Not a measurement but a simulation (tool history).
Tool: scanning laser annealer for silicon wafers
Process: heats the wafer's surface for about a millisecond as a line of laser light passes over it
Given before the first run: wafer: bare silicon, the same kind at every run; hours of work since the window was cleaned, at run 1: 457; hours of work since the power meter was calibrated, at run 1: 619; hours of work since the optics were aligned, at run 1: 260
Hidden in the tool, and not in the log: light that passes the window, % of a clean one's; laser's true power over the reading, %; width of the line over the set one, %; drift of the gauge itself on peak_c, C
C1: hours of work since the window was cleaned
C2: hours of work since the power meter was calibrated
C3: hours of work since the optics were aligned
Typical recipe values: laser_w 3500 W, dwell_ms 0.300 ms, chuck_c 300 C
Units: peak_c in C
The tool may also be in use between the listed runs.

Run 1, hour 0.0: usual settings; C1 457; C2 619; C3 260. Result: peak_c 1064 C.
Run 2, hour 49.6: usual settings; C1 479; C2 641; C3 282. Result: peak_c 1063 C.
Run 3, hour 95.9: usual settings but dwell_ms 0.271 ms; C1 500; C2 662; C3 303. Result: peak_c 1029 C.
Run 4, hour 137.9: usual settings but dwell_ms 0.271 ms, chuck_c 306 C; C1 519; C2 681; C3 321. Result: peak_c 1034 C.
Run 5, hour 196.6: usual settings but laser_w 3316 W; C1 545; C2 707; C3 348. Result: peak_c 1021 C.
Run 6, hour 260.7: usual settings but chuck_c 281 C; C1 574; C2 736; C3 377. Result: peak_c 1047 C.
Run 7, hour 318.2: usual settings but chuck_c 281 C; C1 600; C2 762; C3 402. Result: peak_c 1046 C.
Run 8, hour 366.8: usual settings but laser_w 3224 W, chuck_c 281 C; C1 621; C2 783; C3 424. Result: peak_c 980 C.
Run 9, hour 432.5: usual settings but laser_w 3224 W, chuck_c 281 C; C1 651; C2 813; C3 454. Result: peak_c 981 C.
Run 10, hour 478.0: usual settings but laser_w 3224 W, chuck_c 281 C; C1 671; C2 833; C3 474. Result: peak_c 979 C.
Run 11, hour 536.4: usual settings but laser_w 3224 W, chuck_c 281 C; C1 697; C2 860; C3 500. Result: peak_c 978 C.
Run 12, hour 609.9: usual settings but laser_w 3224 W, chuck_c 281 C; C1 730; C2 892; C3 533. Result: peak_c 982 C.
Run 13, hour 665.2: usual settings but laser_w 3224 W, chuck_c 328 C; C1 755; C2 917; C3 558. Result: peak_c 1028 C.
Run 14, hour 703.3: usual settings but laser_w 3224 W, chuck_c 328 C; C1 772; C2 934; C3 575. Result: peak_c 1028 C.
Run 15, hour 776.4: usual settings but laser_w 3224 W, chuck_c 328 C; C1 805; C2 967; C3 608. Result: peak_c 1028 C.
Run 16, hour 841.0: usual settings but laser_w 3224 W, chuck_c 328 C; C1 834; C2 996; C3 637. Result: peak_c 1027 C.
Run 17, hour 894.5: usual settings but laser_w 3224 W, chuck_c 328 C; C1 858; C2 1020; C3 661. Result: peak_c 1029 C.
Run 18, hour 976.1: usual settings but laser_w 3224 W, dwell_ms 0.236 ms, chuck_c 328 C; C1 895; C2 1057; C3 697. Result: peak_c 949 C.
At hour 1031.6: window over the wafer cleaned.
Run 19, hour 1059.5: usual settings but laser_w 3051 W, dwell_ms 0.236 ms, chuck_c 328 C; C1 13; C2 1093; C3 734. Result: peak_c 916 C.
Run 20, hour 1103.1: usual settings but laser_w 3051 W, dwell_ms 0.236 ms, chuck_c 328 C; C1 32; C2 1113; C3 753. Result: peak_c 916 C.
Run 21, hour 1166.3: usual settings but laser_w 3051 W, dwell_ms 0.236 ms, chuck_c 328 C; C1 60; C2 1141; C3 782. Result: peak_c 918 C.
Run 22, hour 1247.4: usual settings but laser_w 3051 W, dwell_ms 0.236 ms, chuck_c 328 C; C1 97; C2 1177; C3 818. Result: peak_c 913 C.
Run 23, hour 1306.6: usual settings but laser_w 3560 W, dwell_ms 0.282 ms, chuck_c 321 C; C1 123; C2 1204; C3 845. Result: peak_c 1076 C.
Run 24, hour 1374.0: usual settings but laser_w 3560 W, dwell_ms 0.282 ms, chuck_c 321 C; C1 154; C2 1234; C3 875. Result: peak_c 1077 C.
Run 25, hour 1443.6: usual settings but laser_w 3683 W, dwell_ms 0.341 ms, chuck_c 275 C; C1 185; C2 1265; C3 906. Result: peak_c 1130 C.
Run 26, hour 1485.5: usual settings but dwell_ms 0.302 ms, chuck_c 291 C; C1 204; C2 1284; C3 925. Result: peak_c 1056 C.
Run 27, hour 1560.5: usual settings but laser_w 3611 W, dwell_ms 0.246 ms, chuck_c 291 C; C1 237; C2 1318; C3 958. Result: peak_c 1012 C.
At hour 1573.8: optics aligned, line set to its width.
Run 28, hour 1651.7: usual settings but laser_w 3274 W, dwell_ms 0.244 ms, chuck_c 279 C; C1 276; C2 1357; C3 35. Result: peak_c 924 C.
Run 29, hour 1711.8: usual settings but laser_w 2976 W, dwell_ms 0.307 ms, chuck_c 274 C; C1 303; C2 1383; C3 62. Result: peak_c 924 C.
Run 30, hour 1769.2: usual settings but laser_w 2976 W, dwell_ms 0.307 ms, chuck_c 274 C; C1 329; C2 1409; C3 88. Result: peak_c 922 C.
Run 31, hour 1843.1: usual settings but laser_w 2976 W, dwell_ms 0.307 ms, chuck_c 274 C; C1 362; C2 1442; C3 121. Result: peak_c 922 C.
Run 32, hour 1903.5: usual settings but laser_w 3669 W, dwell_ms 0.270 ms; C1 389; C2 1469; C3 148. Result: peak_c 1059 C.
Run 33, hour 1968.2: usual settings but laser_w 3669 W, dwell_ms 0.270 ms; C1 418; C2 1498; C3 177. Result: peak_c 1063 C.
Run 34, hour 2015.1: usual settings but dwell_ms 0.259 ms, chuck_c 263 C; C1 439; C2 1519; C3 198. Result: peak_c 974 C.
Run 35, hour 2099.1: usual settings but dwell_ms 0.219 ms, chuck_c 302 C; C1 476; C2 1557; C3 236. Result: peak_c 957 C.
Run 36, hour 2148.9: usual settings but laser_w 3758 W, dwell_ms 0.219 ms, chuck_c 302 C; C1 499; C2 1579; C3 258. Result: peak_c 1011 C.
Run 37, hour 2190.4: usual settings but laser_w 3522 W, dwell_ms 0.373 ms, chuck_c 304 C; C1 517; C2 1598; C3 276. Result: peak_c 1153 C.
Run 38, hour 2238.3: usual settings but laser_w 3522 W, dwell_ms 0.373 ms, chuck_c 304 C; C1 539; C2 1620; C3 298. Result: peak_c 1155 C.
Run 39, hour 2278.3: usual settings but laser_w 3835 W, dwell_ms 0.269 ms; C1 557; C2 1638; C3 316. Result: peak_c 1097 C.
Run 40, hour 2322.2: usual settings but laser_w 3835 W, dwell_ms 0.269 ms; C1 577; C2 1657; C3 336. Result: peak_c 1097 C.
Run 41, hour 2399.9: usual settings but laser_w 3056 W, dwell_ms 0.248 ms; C1 611; C2 1692; C3 370. Result: peak_c 908 C.

What differs in the tool's unlogged condition from the final listed run ahead of each entry between runs to the first listed run following it?
Run 18 -> run 19: window over the wafer cleaned (hour 1031.6)
  light that passes the window, % of a clean one's: 99.91 -> 99.99
Run 27 -> run 28: optics aligned, line set to its width (hour 1573.8)
  width of the line over the set one, %: 0.06 -> 0.01
